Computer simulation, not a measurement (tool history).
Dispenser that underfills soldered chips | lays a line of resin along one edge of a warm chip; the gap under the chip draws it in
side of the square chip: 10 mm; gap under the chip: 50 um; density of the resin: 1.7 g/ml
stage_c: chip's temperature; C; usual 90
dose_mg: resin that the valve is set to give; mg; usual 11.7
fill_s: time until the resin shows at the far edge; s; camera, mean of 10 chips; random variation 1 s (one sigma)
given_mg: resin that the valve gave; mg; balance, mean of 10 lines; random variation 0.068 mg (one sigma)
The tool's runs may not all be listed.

run 1 hour=0.0 | stage_c=90 dose_mg=11.7 | fill_s=116.5 given_mg=10.17
run 2 hour=2.5 | stage_c=90 dose_mg=11.7 | fill_s=125.7 given_mg=10.32
-- hour=6.4 new syringe of resin
run 3 hour=7.2 | stage_c=90 dose_mg=12.6 | fill_s=99.1 given_mg=11.08
run 4 hour=11.9 | stage_c=90 dose_mg=12.6 | fill_s=112.0 given_mg=10.92
run 5 hour=14.8 | stage_c=90 dose_mg=12.6 | fill_s=120.8 given_mg=10.85
-- hour=16.6 dispensing valve cleaned and set on the balance
-- hour=20.1 new syringe of resin
run 6 hour=20.1 | stage_c=99 dose_mg=11.7 | fill_s=66.9 given_mg=11.73
run 7 hour=24.2 | stage_c=99 dose_mg=11.7 | fill_s=73.4 given_mg=11.74
run 8 hour=27.1 | stage_c=90 dose_mg=13.1 | fill_s=111.5 given_mg=13.00
run 9 hour=30.3 | stage_c=90 dose_mg=13.1 | fill_s=125.3 given_mg=12.88
-- hour=33.1 new syringe of resin
run 10 hour=35.8 | stage_c=90 dose_mg=11.7 | fill_s=102.0 given_mg=11.52
run 11 hour=40.0 | stage_c=90 dose_mg=11.7 | fill_s=111.5 given_mg=11.40
run 12 hour=44.2 | stage_c=90 dose_mg=11.7 | fill_s=126.6 given_mg=11.51
-- hour=45.8 new syringe of resin
run 13 hour=47.8 | stage_c=90 dose_mg=11.7 | fill_s=102.2 given_mg=11.26
run 14 hour=51.6 | stage_c=100 dose_mg=11.3 | fill_s=75.6 given_mg=11.01

Run 15 comes next. What will it give?
run 15 hour=54.8 | stage_c=94 dose_mg=12.8 | fill_s=? given_mg=?

Run 15 gave fill_s 101.8 s, given_mg 12.38 mg.
Without the tool's hidden state the same run would have given fill_s 81.6 s, given_mg 12.78 mg.

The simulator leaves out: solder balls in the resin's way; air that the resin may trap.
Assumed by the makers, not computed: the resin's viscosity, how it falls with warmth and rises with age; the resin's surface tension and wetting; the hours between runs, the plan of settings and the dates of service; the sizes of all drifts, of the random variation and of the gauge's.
